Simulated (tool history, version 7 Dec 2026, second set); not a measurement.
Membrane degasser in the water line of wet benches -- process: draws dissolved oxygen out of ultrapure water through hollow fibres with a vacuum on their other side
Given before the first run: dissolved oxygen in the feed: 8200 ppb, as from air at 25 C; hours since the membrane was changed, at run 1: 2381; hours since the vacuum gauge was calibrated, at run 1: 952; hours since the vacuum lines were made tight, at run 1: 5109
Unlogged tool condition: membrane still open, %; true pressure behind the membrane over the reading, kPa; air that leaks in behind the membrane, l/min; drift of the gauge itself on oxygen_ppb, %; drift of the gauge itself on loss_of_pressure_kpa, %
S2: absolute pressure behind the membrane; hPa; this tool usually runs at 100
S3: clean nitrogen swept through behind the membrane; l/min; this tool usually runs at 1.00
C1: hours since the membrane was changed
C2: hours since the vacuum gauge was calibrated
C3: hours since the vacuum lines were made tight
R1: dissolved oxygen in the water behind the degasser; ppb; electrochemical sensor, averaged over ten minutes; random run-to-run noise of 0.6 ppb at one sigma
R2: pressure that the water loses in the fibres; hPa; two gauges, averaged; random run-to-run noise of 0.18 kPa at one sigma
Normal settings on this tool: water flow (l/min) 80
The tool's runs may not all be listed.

{"run": 1, "hour": 0.0, "water flow (l/min)": 80, "S2": 100, "S3": 1.0, "C1": 2381, "C2": 952, "C3": 5109, "R1": 844.8, "R2": 326.0}
{"run": 2, "hour": 56.2, "water flow (l/min)": 80, "S2": 100, "S3": 1.0, "C1": 2438, "C2": 1008, "C3": 5166, "R1": 846.3, "R2": 318.5}
{"run": 3, "hour": 141.1, "water flow (l/min)": 80, "S2": 85, "S3": 1.0, "C1": 2523, "C2": 1093, "C3": 5251, "R1": 671.1, "R2": 320.0}
{"run": 4, "hour": 207.7, "water flow (l/min)": 80, "S2": 83, "S3": 1.0, "C1": 2589, "C2": 1160, "C3": 5317, "R1": 647.2, "R2": 317.2}
{"run": 5, "hour": 254.7, "water flow (l/min)": 80, "S2": 83, "S3": 1.0, "C1": 2636, "C2": 1207, "C3": 5364, "R1": 647.1, "R2": 319.3}
{"run": 6, "hour": 339.0, "water flow (l/min)": 80, "S2": 83, "S3": 1.0, "C1": 2720, "C2": 1291, "C3": 5448, "R1": 647.4, "R2": 319.8}
{"run": 7, "hour": 380.5, "water flow (l/min)": 80, "S2": 83, "S3": 1.0, "C1": 2762, "C2": 1333, "C3": 5490, "R1": 646.0, "R2": 321.5}
{"run": 8, "hour": 424.0, "water flow (l/min)": 80, "S2": 100, "S3": 1.0, "C1": 2805, "C2": 1376, "C3": 5533, "R1": 845.7, "R2": 319.7}
{"run": 9, "hour": 506.1, "water flow (l/min)": 80, "S2": 100, "S3": 1.0, "C1": 2888, "C2": 1458, "C3": 5615, "R1": 845.7, "R2": 322.5}
{"run": 10, "hour": 553.8, "water flow (l/min)": 60, "S2": 100, "S3": 1.0, "C1": 2935, "C2": 1506, "C3": 5663, "R1": 696.9, "R2": 242.9}
{"run": 11, "hour": 628.0, "water flow (l/min)": 60, "S2": 100, "S3": 1.0, "C1": 3010, "C2": 1580, "C3": 5737, "R1": 697.3, "R2": 241.9}
{"run": 12, "hour": 702.8, "water flow (l/min)": 60, "S2": 100, "S3": 1.0, "C1": 3084, "C2": 1655, "C3": 5812, "R1": 697.2, "R2": 242.0}
{"run": 13, "hour": 784.1, "water flow (l/min)": 79, "S2": 100, "S3": 1.0, "C1": 3166, "C2": 1736, "C3": 5893, "R1": 838.2, "R2": 321.2}
{"run": 14, "hour": 848.9, "water flow (l/min)": 79, "S2": 100, "S3": 1.06, "C1": 3230, "C2": 1801, "C3": 5958, "R1": 808.4, "R2": 319.6}
{"run": 15, "hour": 927.8, "water flow (l/min)": 82, "S2": 100, "S3": 1.0, "C1": 3309, "C2": 1880, "C3": 6037, "R1": 859.5, "R2": 332.7}
{"run": 16, "hour": 1000.1, "water flow (l/min)": 82, "S2": 100, "S3": 1.0, "C1": 3382, "C2": 1952, "C3": 6109, "R1": 859.3, "R2": 331.3}
{"run": 17, "hour": 1083.7, "water flow (l/min)": 82, "S2": 100, "S3": 1.0, "C1": 3465, "C2": 2036, "C3": 6193, "R1": 858.5, "R2": 330.7}
{"run": 18, "hour": 1159.1, "water flow (l/min)": 82, "S2": 100, "S3": 1.0, "C1": 3541, "C2": 2111, "C3": 6269, "R1": 860.5, "R2": 332.2}
{"run": 19, "hour": 1220.6, "water flow (l/min)": 121, "S2": 191, "S3": 1.46, "C1": 3602, "C2": 2173, "C3": 6330, "R1": 1836.9, "R2": 491.9}
{"run": 20, "hour": 1298.5, "water flow (l/min)": 94, "S2": 202, "S3": 1.74, "C1": 3680, "C2": 2251, "C3": 6408, "R1": 1482.6, "R2": 381.6}
{"run": 21, "hour": 1356.2, "water flow (l/min)": 94, "S2": 120, "S3": 0.41, "C1": 3738, "C2": 2308, "C3": 6466, "R1": 1851.8, "R2": 385.2}
{"run": 22, "hour": 1409.4, "water flow (l/min)": 99, "S2": 250, "S3": 0.54, "C1": 3791, "C2": 2362, "C3": 6519, "R1": 3473.0, "R2": 402.0}
{"run": 23, "hour": 1486.2, "water flow (l/min)": 80, "S2": 75, "S3": 2.68, "C1": 3868, "C2": 2438, "C3": 6596, "R1": 267.0, "R2": 325.5}
{"run": 24, "hour": 1540.4, "water flow (l/min)": 111, "S2": 75, "S3": 0.47, "C1": 3922, "C2": 2493, "C3": 6650, "R1": 979.8, "R2": 453.1}
{"run": 25, "hour": 1624.8, "water flow (l/min)": 111, "S2": 75, "S3": 0.47, "C1": 4006, "C2": 2577, "C3": 6734, "R1": 978.4, "R2": 452.6}
{"run": 26, "hour": 1685.1, "water flow (l/min)": 75, "S2": 107, "S3": 1.17, "C1": 4067, "C2": 2637, "C3": 6795, "R1": 801.2, "R2": 307.3}
{"run": 27, "hour": 1756.5, "water flow (l/min)": 60, "S2": 133, "S3": 1.17, "C1": 4138, "C2": 2709, "C3": 6866, "R1": 899.9, "R2": 243.9}
{"run": 28, "hour": 1835.5, "water flow (l/min)": 52, "S2": 133, "S3": 0.73, "C1": 4217, "C2": 2788, "C3": 6945, "R1": 1123.1, "R2": 213.2}
{"run": 29, "hour": 1902.7, "water flow (l/min)": 70, "S2": 133, "S3": 0.73, "C1": 4284, "C2": 2855, "C3": 7012, "R1": 1350.0, "R2": 287.5}

Expected results for the next run?
{"run": 30, "hour": 1980.3, "water flow (l/min)": 70, "S2": 133, "S3": 0.73, "C1": 4362, "C2": 2933, "C3": 7090, "R1": "?", "R2": "?"}

{"run 30": {"R1": 1351.2, "R2": 284.6}}
With no hidden state in the tool, this same run would have given R1 1351.1 ppb, R2 277.2 hPa.
